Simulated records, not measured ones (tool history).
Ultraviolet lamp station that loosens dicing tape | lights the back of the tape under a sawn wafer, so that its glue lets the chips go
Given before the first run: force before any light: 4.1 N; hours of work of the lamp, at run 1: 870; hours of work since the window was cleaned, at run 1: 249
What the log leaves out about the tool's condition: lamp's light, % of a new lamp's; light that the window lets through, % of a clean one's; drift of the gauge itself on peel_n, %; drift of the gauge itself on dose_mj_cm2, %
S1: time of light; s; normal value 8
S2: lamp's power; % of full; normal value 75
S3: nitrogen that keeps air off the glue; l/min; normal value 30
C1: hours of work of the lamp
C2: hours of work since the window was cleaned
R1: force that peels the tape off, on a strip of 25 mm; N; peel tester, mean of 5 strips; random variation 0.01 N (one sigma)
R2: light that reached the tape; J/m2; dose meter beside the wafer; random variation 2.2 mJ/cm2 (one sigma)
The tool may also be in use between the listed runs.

Run 1, day 0.000: usual settings; C1 870; C2 249. Result: R1 0.459 N, R2 1860 J/m2.
At day 1.325: lamp changed.
Run 2, day 3.258: usual settings; C1 33; C2 303. Result: R1 0.457 N, R2 1870 J/m2.
At day 4.533: window cleaned of glue's vapour.
Run 3, day 6.188: usual settings; C1 82; C2 28. Result: R1 0.461 N, R2 1870 J/m2.
Run 4, day 8.362: usual settings; C1 119; C2 65. Result: R1 0.464 N, R2 1900 J/m2.
Run 5, day 10.383: usual settings; C1 153; C2 99. Result: R1 0.452 N, R2 1870 J/m2.
Run 6, day 12.662: usual settings but S3 22 l/min; C1 192; C2 138. Result: R1 0.523 N, R2 1900 J/m2.
Run 7, day 16.196: usual settings but S3 22 l/min; C1 252; C2 198. Result: R1 0.528 N, R2 1920 J/m2.
Run 8, day 17.800: usual settings but S3 22 l/min; C1 279; C2 225. Result: R1 0.501 N, R2 1850 J/m2.
Run 9, day 20.208: usual settings but S1 15 s, S2 89 % of full, S3 43 l/min; C1 320; C2 266. Result: R1 0.086 N, R2 4210 J/m2.
Run 10, day 22.429: usual settings but S1 15 s, S2 61 % of full, S3 23 l/min; C1 358; C2 304. Result: R1 0.215 N, R2 2910 J/m2.
At day 23.533: window cleaned of glue's vapour.
Run 11, day 24.958: usual settings but S1 15 s, S2 72 % of full, S3 47 l/min; C1 400; C2 24. Result: R1 0.106 N, R2 3360 J/m2.
Run 12, day 28.446: usual settings but S1 6 s, S3 28 l/min; C1 459; C2 83. Result: R1 0.788 N, R2 1420 J/m2.
Run 13, day 31.571: usual settings but S1 15 s, S2 72 % of full, S3 28 l/min; C1 512; C2 136. Result: R1 0.139 N, R2 3350 J/m2.
Run 14, day 33.608: usual settings but S1 15 s, S2 72 % of full, S3 28 l/min; C1 547; C2 171. Result: R1 0.138 N, R2 3340 J/m2.
Run 15, day 36.662: usual settings but S1 15 s, S2 72 % of full, S3 28 l/min; C1 599; C2 223. Result: R1 0.130 N, R2 3360 J/m2.
Run 16, day 39.333: usual settings but S1 15 s, S2 72 % of full, S3 28 l/min; C1 644; C2 268. Result: R1 0.135 N, R2 3380 J/m2.

Here are 5 independent what-if runs from the current tool condition. What would each one return?
Run A, day 40.829: usual settings but S1 9 s, S2 82 % of full, S3 10 l/min; C1 669; C2 293. Result: R1 ?, R2 ?.
Run B, day 40.829: usual settings but S2 85 % of full; C1 669; C2 293. Result: R1 ?, R2 ?.
Run C, day 40.829: usual settings but S1 11 s, S2 68 % of full, S3 20 l/min; C1 669; C2 293. Result: R1 ?, R2 ?.
Run D, day 40.829: usual settings but S1 9 s, S2 82 % of full, S3 13 l/min; C1 669; C2 293. Result: R1 ?, R2 ?.
Run E, day 40.829: usual settings but S1 5 s, S2 90 % of full, S3 22 l/min; C1 669; C2 293. Result: R1 ?, R2 ?.

run     R1    R2
  A  0.506  2360
  B  0.367  2110
  C  0.337  2340
  D  0.447  2310
  E  0.841  1400
Without the tool's unlogged condition, the same runs would have read:
run     R1    R2
  A  0.503  2370
  B  0.365  2120
  C  0.335  2350
  D  0.444  2320
  E  0.837  1410

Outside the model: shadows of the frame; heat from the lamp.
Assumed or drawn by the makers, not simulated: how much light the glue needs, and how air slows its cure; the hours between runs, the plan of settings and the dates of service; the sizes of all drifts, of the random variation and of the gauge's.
